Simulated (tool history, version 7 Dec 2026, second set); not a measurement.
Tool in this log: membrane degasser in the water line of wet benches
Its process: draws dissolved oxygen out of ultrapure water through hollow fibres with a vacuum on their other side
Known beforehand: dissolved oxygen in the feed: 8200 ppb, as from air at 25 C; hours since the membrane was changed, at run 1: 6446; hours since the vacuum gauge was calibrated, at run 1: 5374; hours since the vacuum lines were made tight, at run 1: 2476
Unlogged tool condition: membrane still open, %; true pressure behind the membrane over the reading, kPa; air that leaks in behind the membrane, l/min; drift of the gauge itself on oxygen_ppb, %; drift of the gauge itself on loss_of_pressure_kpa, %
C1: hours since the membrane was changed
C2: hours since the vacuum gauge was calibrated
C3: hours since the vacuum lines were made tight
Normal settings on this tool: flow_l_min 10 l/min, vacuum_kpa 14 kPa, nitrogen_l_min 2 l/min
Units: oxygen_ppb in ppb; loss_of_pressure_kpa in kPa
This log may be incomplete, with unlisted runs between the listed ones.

Run 1, day 0: usual settings; C1 6446; C2 5374; C3 2476. Result: oxygen_ppb 134.5 ppb, loss_of_pressure_kpa 60.1 kPa.
Run 2, day 7.133: usual settings; C1 6617; C2 5545; C3 2648. Result: oxygen_ppb 134.8 ppb, loss_of_pressure_kpa 60.37 kPa.
Run 3, day 12.804: usual settings; C1 6753; C2 5681; C3 2784. Result: oxygen_ppb 135.2 ppb, loss_of_pressure_kpa 60.19 kPa.
Run 4, day 19.442: usual settings; C1 6912; C2 5840; C3 2943. Result: oxygen_ppb 134.9 ppb, loss_of_pressure_kpa 60.6 kPa.
Run 5, day 23.158: usual settings; C1 7001; C2 5930; C3 3032. Result: oxygen_ppb 135 ppb, loss_of_pressure_kpa 60.56 kPa.
Run 6, day 28.688: usual settings; C1 7134; C2 6062; C3 3165. Result: oxygen_ppb 134.4 ppb, loss_of_pressure_kpa 60.56 kPa.
Run 7, day 33.083: usual settings but flow_l_min 11 l/min; C1 7240; C2 6168; C3 3270. Result: oxygen_ppb 148.4 ppb, loss_of_pressure_kpa 66.37 kPa.
Run 8, day 36.3: usual settings but flow_l_min 11 l/min; C1 7317; C2 6245; C3 3348. Result: oxygen_ppb 148.9 ppb, loss_of_pressure_kpa 66.1 kPa.
Run 9, day 42.721: usual settings but flow_l_min 14 l/min, vacuum_kpa 10.4 kPa, nitrogen_l_min 2.38 l/min; C1 7471; C2 6399; C3 3502. Result: oxygen_ppb 115.1 ppb, loss_of_pressure_kpa 84.46 kPa.
Run 10, day 47.108: usual settings but flow_l_min 14 l/min, vacuum_kpa 27 kPa, nitrogen_l_min 2.43 l/min; C1 7576; C2 6504; C3 3607. Result: oxygen_ppb 335 ppb, loss_of_pressure_kpa 83.92 kPa.
Run 11, day 54.383: usual settings but flow_l_min 11 l/min, vacuum_kpa 12.9 kPa, nitrogen_l_min 3.01 l/min; C1 7751; C2 6679; C3 3782. Result: oxygen_ppb 93.6 ppb, loss_of_pressure_kpa 66.53 kPa.
Run 12, day 59.896: usual settings but flow_l_min 13 l/min, vacuum_kpa 16.4 kPa; C1 7883; C2 6811; C3 3914. Result: oxygen_ppb 212.8 ppb, loss_of_pressure_kpa 78.96 kPa.
Run 13, day 66.642: usual settings but flow_l_min 13 l/min, vacuum_kpa 16.4 kPa; C1 8045; C2 6973; C3 4076. Result: oxygen_ppb 212.2 ppb, loss_of_pressure_kpa 78.5 kPa.
Run 14, day 71.579: usual settings but nitrogen_l_min 1.36 l/min; C1 8163; C2 7092; C3 4194. Result: oxygen_ppb 191.5 ppb, loss_of_pressure_kpa 60.45 kPa.
Run 15, day 78.617: usual settings but nitrogen_l_min 1.36 l/min; C1 8332; C2 7261; C3 4363. Result: oxygen_ppb 191.7 ppb, loss_of_pressure_kpa 60.91 kPa.
At day 80.458: vacuum gauge calibrated.
Run 16, day 84.158: usual settings but flow_l_min 7 l/min, vacuum_kpa 23.4 kPa, nitrogen_l_min 1.58 l/min; C1 8465; C2 89; C3 4496. Result: oxygen_ppb 217.6 ppb, loss_of_pressure_kpa 42.39 kPa.

Below are 4 alternative next runs, each starting from the tool's condition after run 16. Predict each:
Run A, day 87.958: usual settings but flow_l_min 13 l/min, vacuum_kpa 13.6 kPa, nitrogen_l_min 1.58 l/min; C1 8556; C2 180; C3 4587. Result: oxygen_ppb ?, loss_of_pressure_kpa ?.
Run B, day 87.958: usual settings but vacuum_kpa 16.9 kPa; C1 8556; C2 180; C3 4587. Result: oxygen_ppb ?, loss_of_pressure_kpa ?.
Run C, day 87.958: usual settings but flow_l_min 16 l/min, vacuum_kpa 19.7 kPa, nitrogen_l_min 5.93 l/min; C1 8556; C2 180; C3 4587. Result: oxygen_ppb ?, loss_of_pressure_kpa ?.
Run D, day 87.958: usual settings but flow_l_min 7 l/min, vacuum_kpa 23.4 kPa, nitrogen_l_min 2.35 l/min; C1 8556; C2 180; C3 4587. Result: oxygen_ppb ?, loss_of_pressure_kpa ?.

run  oxygen_ppb  loss_of_pressure_kpa
  A       210.7                 78.08
  B       169.5                 60.31
  C       127.3                 96.65
  D       147.7                 42.47
Without the tool's unlogged condition, the same runs would have read:
run  oxygen_ppb  loss_of_pressure_kpa
  A       210.5                 77.99
  B       169.3                 60.24
  C       127.1                 96.54
  D       147.5                 42.43
